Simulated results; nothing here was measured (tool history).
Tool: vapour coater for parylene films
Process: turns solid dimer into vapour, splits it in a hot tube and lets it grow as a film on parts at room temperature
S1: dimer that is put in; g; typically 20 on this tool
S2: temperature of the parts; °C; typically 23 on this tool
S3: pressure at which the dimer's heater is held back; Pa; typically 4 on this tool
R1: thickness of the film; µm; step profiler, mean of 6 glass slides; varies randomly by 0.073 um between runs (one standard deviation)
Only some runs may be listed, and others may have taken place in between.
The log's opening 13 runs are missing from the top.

| run | hour | S1 | S2 | S3 | R1 |
|---|---|---|---|---|---|
| 14 | 120.3 | 20 | 16 | 4 | 21.42 |
| 15 | 128.7 | 20 | 23 | 4 | 15.42 |
| 16 | 140.4 | 20 | 23 | 4 | 15.24 |
| 17 | 147.9 | 20 | 23 | 4 | 15.28 |
| 18 | 162 | 20 | 23 | 3.94 | 15.33 |
| 19 | 174.2 | 20 | 23 | 3.94 | 15.31 |
| 20 | 184.6 | 27 | 23 | 4 | 20.76 |
| 21 | 195.9 | 20 | 34 | 8.71 | 7.49 |
| 22 | 205.4 | 20 | 18 | 10.54 | 15.44 |
| 23 | 215.4 | 16 | 19 | 10.54 | 11.83 |
| 24 | 228.3 | 13 | 23 | 3.43 | 10.35 |
| 25 | 242 | 20 | 23 | 3.46 | 15.83 |
| 26 | 251.5 | 26 | 23 | 3.11 | 20.97 |
| 27 | 260 | 8 | 29 | 3.65 | 4.72 |
| 28 | 270.7 | 8 | 29 | 3.65 | 4.71 |
| 29 | 283.6 | 16 | 34 | 3.27 | 7.6 |
| 30 | 291.9 | 9 | 32 | 5.93 | 4.08 |
| 31 | 301.8 | 28 | 29 | 3.36 | 16.73 |
| 32 | 316.7 | 28 | 29 | 3.36 | 16.8 |
| 33 | 331.1 | 28 | 25 | 8.85 | 16.06 |

What if the next run were any one of these 5? Each begins from the tool's condition after run 33:
| A | 338.8 | 12 | 22 | 8.85 | ? |
| B | 338.8 | 17 | 23 | 11.74 | ? |
| C | 338.8 | 28 | 24 | 8.85 | ? |
| D | 338.8 | 14 | 24 | 10.15 | ? |
| E | 338.8 | 28 | 25 | 10.83 | ? |

| run | R1 |
|---|---|
| A | 7.97 |
| B | 10.12 |
| C | 16.9 |
| D | 8.2 |
| E | 15.29 |
Without the tool's unlogged condition, the same runs would have read:
| run | R1 |
|---|---|
| A | 8 |
| B | 10.16 |
| C | 16.97 |
| D | 8.23 |
| E | 15.35 |
